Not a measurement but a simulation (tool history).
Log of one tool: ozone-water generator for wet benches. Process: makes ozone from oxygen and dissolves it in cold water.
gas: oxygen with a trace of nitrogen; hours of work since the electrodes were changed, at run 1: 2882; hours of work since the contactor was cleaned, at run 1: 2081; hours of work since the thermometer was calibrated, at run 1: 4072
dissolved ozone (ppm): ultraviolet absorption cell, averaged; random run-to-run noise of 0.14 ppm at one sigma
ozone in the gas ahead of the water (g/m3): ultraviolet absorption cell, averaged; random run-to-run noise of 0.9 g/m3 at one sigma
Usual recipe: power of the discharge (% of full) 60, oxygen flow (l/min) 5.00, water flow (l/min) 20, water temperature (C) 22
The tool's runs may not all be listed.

| run | hour | power of the discharge (% of full) | oxygen flow (l/min) | water flow (l/min) | water temperature (C) | hours of work since the electrodes were changed | hours of work since the contactor was cleaned | hours of work since the thermometer was calibrated | dissolved ozone (ppm) | ozone in the gas ahead of the water (g/m3) |
|---|---|---|---|---|---|---|---|---|---|---|
| 1 | 0.0 | 60 | 5.00 | 20 | 22 | 2882 | 2081 | 4072 | 14.9 | 138.0 |
| 2 | 61.1 | 60 | 3.02 | 20 | 22 | 2928 | 2127 | 4117 | 15.3 | 197.3 |
| 3 | 125.0 | 60 | 3.49 | 20 | 22 | 2976 | 2174 | 4165 | 15.4 | 182.7 |
|  | 132.0 | water thermometer calibrated |
| 4 | 181.3 | 60 | 3.49 | 20 | 22 | 3017 | 2216 | 37 | 15.4 | 179.8 |
| 5 | 287.6 | 60 | 3.49 | 20 | 22 | 3097 | 2296 | 116 | 15.4 | 178.9 |
| 6 | 379.4 | 60 | 3.49 | 20 | 22 | 3165 | 2364 | 185 | 15.2 | 180.0 |
| 7 | 479.9 | 60 | 3.49 | 20 | 22 | 3240 | 2439 | 260 | 15.2 | 176.7 |
| 8 | 583.5 | 60 | 3.49 | 20 | 22 | 3318 | 2517 | 337 | 15.3 | 178.6 |
| 9 | 663.6 | 60 | 3.49 | 20 | 22 | 3378 | 2576 | 397 | 15.3 | 178.5 |
| 10 | 760.0 | 60 | 5.39 | 20 | 22 | 3450 | 2649 | 469 | 14.3 | 131.6 |
| 11 | 856.9 | 60 | 5.00 | 20 | 22 | 3522 | 2721 | 542 | 14.6 | 137.2 |
| 12 | 931.4 | 60 | 5.00 | 20 | 22 | 3578 | 2777 | 597 | 14.5 | 137.9 |
| 13 | 1017.4 | 60 | 5.00 | 20 | 22 | 3642 | 2841 | 662 | 14.6 | 137.6 |
| 14 | 1065.5 | 60 | 5.00 | 20 | 22 | 3678 | 2877 | 698 | 14.2 | 138.5 |
| 15 | 1133.9 | 60 | 5.00 | 20 | 22 | 3729 | 2928 | 749 | 14.5 | 135.5 |
| 16 | 1188.3 | 60 | 5.00 | 20 | 22 | 3770 | 2968 | 789 | 14.4 | 137.8 |
| 17 | 1280.5 | 60 | 3.11 | 15 | 22 | 3839 | 3037 | 858 | 19.7 | 192.0 |
| 18 | 1383.1 | 60 | 6.02 | 25 | 22 | 3915 | 3114 | 935 | 11.2 | 120.3 |
| 19 | 1488.4 | 64 | 4.36 | 14 | 17 | 3994 | 3193 | 1013 | 21.9 | 158.0 |
| 20 | 1532.2 | 83 | 4.36 | 14 | 17 | 4027 | 3225 | 1046 | 26.6 | 190.9 |
| 21 | 1595.9 | 83 | 4.36 | 14 | 17 | 4074 | 3273 | 1094 | 26.4 | 189.0 |
| 22 | 1683.8 | 48 | 5.00 | 20 | 15 | 4140 | 3339 | 1159 | 13.5 | 116.5 |
| 23 | 1740.9 | 42 | 6.53 | 23 | 25 | 4183 | 3381 | 1202 | 8.8 | 86.2 |
| 24 | 1807.4 | 42 | 6.53 | 23 | 25 | 4232 | 3431 | 1252 | 8.9 | 87.5 |
| 25 | 1878.6 | 67 | 5.00 | 20 | 22 | 4285 | 3484 | 1305 | 15.2 | 147.1 |
| 26 | 1929.7 | 81 | 3.67 | 23 | 29 | 4324 | 3522 | 1343 | 14.4 | 208.7 |
| 27 | 2019.4 | 46 | 3.67 | 19 | 29 | 4391 | 3589 | 1410 | 11.4 | 137.3 |
| 28 | 2104.9 | 46 | 3.67 | 19 | 29 | 4455 | 3653 | 1474 | 11.4 | 138.3 |
| 29 | 2192.6 | 62 | 2.97 | 23 | 15 | 4520 | 3719 | 1540 | 14.0 | 195.2 |
| 30 | 2272.6 | 60 | 5.00 | 20 | 15 | 4580 | 3779 | 1599 | 15.5 | 134.1 |
| 31 | 2342.5 | 70 | 5.00 | 20 | 29 | 4632 | 3831 | 1652 | 14.0 | 151.1 |
| 32 | 2396.6 | 74 | 4.38 | 20 | 22 | 4672 | 3871 | 1692 | 16.4 | 169.7 |

Below, some changes in dissolved ozone (ppm) between adjacent runs. For each, the amount present without the hidden state too (settings, incoming material, random variation) and the amount remaining for the hidden state with gauge scatter not shared by both compared results:
The hidden state here: yield of the discharge, % of new electrodes'; contactor's efficiency, % of a clean one's; true water temperature over the reading, C; drift of the gauge itself on ozone_ppm, %; drift of the gauge itself on gas_g_m3, %.
Run 17 -> 18: oxygen flow (l/min) 3.11 -> 6.02, water flow (l/min) 15 -> 25. dissolved ozone (ppm) -8.5: hidden state +0.8, all else -9.3.
Run 18 -> 19: power of the discharge (% of full) 60 -> 64, oxygen flow (l/min) 6.02 -> 4.36, water flow (l/min) 25 -> 14, water temperature (C) 22 -> 17. dissolved ozone (ppm) +10.7: hidden state -1.2, all else +11.9.
Run 19 -> 20: power of the discharge (% of full) 64 -> 83. dissolved ozone (ppm) +4.7: hidden state -1.3, all else +6.0.
Run 21 -> 22: power of the discharge (% of full) 83 -> 48, oxygen flow (l/min) 4.36 -> 5.00, water flow (l/min) 14 -> 20, water temperature (C) 17 -> 15. dissolved ozone (ppm) -12.9: hidden state +2.4, all else -15.3.
Run 24 -> 25: power of the discharge (% of full) 42 -> 67, oxygen flow (l/min) 6.53 -> 5.00, water flow (l/min) 23 -> 20, water temperature (C) 25 -> 22. dissolved ozone (ppm) +6.3: hidden state -1.3, all else +7.6.
